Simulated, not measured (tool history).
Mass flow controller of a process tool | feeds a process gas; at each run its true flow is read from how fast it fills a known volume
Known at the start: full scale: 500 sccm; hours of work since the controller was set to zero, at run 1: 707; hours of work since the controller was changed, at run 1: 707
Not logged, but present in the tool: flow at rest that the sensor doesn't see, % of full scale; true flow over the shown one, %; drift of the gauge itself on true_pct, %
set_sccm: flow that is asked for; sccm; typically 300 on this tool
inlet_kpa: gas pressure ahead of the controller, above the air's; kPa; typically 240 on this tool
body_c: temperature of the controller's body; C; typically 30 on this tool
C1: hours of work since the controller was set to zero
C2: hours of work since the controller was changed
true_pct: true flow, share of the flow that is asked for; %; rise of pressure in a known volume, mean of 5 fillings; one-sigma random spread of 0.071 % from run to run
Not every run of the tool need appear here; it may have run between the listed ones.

Run 1, day 0: usual settings; C1 707; C2 707. Result: true_pct 99.87 %.
Run 2, day 11.458: usual settings; C1 872; C2 872. Result: true_pct 99.82 %.
Run 3, day 22.25: usual settings; C1 1027; C2 1027. Result: true_pct 99.94 %.
Run 4, day 39.621: usual settings but set_sccm 127 sccm; C1 1278; C2 1278. Result: true_pct 99.26 %.
Run 5, day 61.283: usual settings but set_sccm 127 sccm; C1 1590; C2 1590. Result: true_pct 99.06 %.
Run 6, day 75.962: usual settings but set_sccm 127 sccm; C1 1802; C2 1802. Result: true_pct 99.12 %.
Run 7, day 87.25: usual settings but set_sccm 127 sccm; C1 1965; C2 1965. Result: true_pct 99.26 %.
Run 8, day 98.388: usual settings but set_sccm 127 sccm; C1 2125; C2 2125. Result: true_pct 99.04 %.
Run 9, day 121.946: usual settings; C1 2465; C2 2465. Result: true_pct 99.51 %.
Run 10, day 144.729: usual settings; C1 2793; C2 2793. Result: true_pct 99.37 %.
Run 11, day 167.2: usual settings; C1 3117; C2 3117. Result: true_pct 99.19 %.
Run 12, day 190.483: usual settings but set_sccm 182 sccm; C1 3453; C2 3453. Result: true_pct 99.03 %.
Run 13, day 204.912: usual settings but set_sccm 182 sccm; C1 3661; C2 3661. Result: true_pct 98.87 %.
Run 14, day 221.046: usual settings but set_sccm 182 sccm; C1 3893; C2 3893. Result: true_pct 98.89 %.
Run 15, day 235.617: usual settings but set_sccm 103 sccm; C1 4103; C2 4103. Result: true_pct 98.48 %.
Run 16, day 259.092: usual settings but set_sccm 103 sccm; C1 4442; C2 4442. Result: true_pct 98.42 %.
Run 17, day 278.808: usual settings but set_sccm 103 sccm; C1 4726; C2 4726. Result: true_pct 98.5 %.
Run 18, day 299.821: usual settings but set_sccm 103 sccm; C1 5029; C2 5029. Result: true_pct 98.31 %.
Run 19, day 323.2: usual settings but set_sccm 103 sccm; C1 5366; C2 5366. Result: true_pct 98.2 %.
Run 20, day 341.862: usual settings but inlet_kpa 217 kPa; C1 5635; C2 5635. Result: true_pct 98.61 %.
Run 21, day 352.167: usual settings but inlet_kpa 217 kPa; C1 5784; C2 5784. Result: true_pct 98.62 %.
Run 22, day 365.288: usual settings but set_sccm 274 sccm; C1 5973; C2 5973. Result: true_pct 98.6 %.
Run 23, day 383.904: usual settings but set_sccm 274 sccm; C1 6241; C2 6241. Result: true_pct 98.61 %.
Run 24, day 408.633: usual settings but body_c 24 C; C1 6598; C2 6598. Result: true_pct 98.2 %.
At day 428.529: gauge calibrated.
Run 25, day 430.225: usual settings but body_c 24 C; C1 6909; C2 6909. Result: true_pct 99.54 %.
Run 26, day 450.125: usual settings but set_sccm 101 sccm, inlet_kpa 180 kPa; C1 7196; C2 7196. Result: true_pct 98.96 %.
Run 27, day 462.762: usual settings but set_sccm 71 sccm, inlet_kpa 263 kPa; C1 7378; C2 7378. Result: true_pct 99.34 %.
Run 28, day 487.242: usual settings but set_sccm 64 sccm, inlet_kpa 159 kPa, body_c 26 C; C1 7731; C2 7731. Result: true_pct 98.47 %.
Run 29, day 511.1: usual settings but set_sccm 228 sccm, inlet_kpa 159 kPa, body_c 26 C; C1 8075; C2 8075. Result: true_pct 98.82 %.

Expected results for the next run?
Run 30, day 533.479: usual settings but set_sccm 228 sccm, inlet_kpa 159 kPa, body_c 26 C; C1 8398; C2 8398. Result: true_pct ?.

Run 30 yielded true_pct 98.86 %.
If the tool had no hidden condition, the same run with the same run-to-run variation would have returned true_pct 99.21 %.
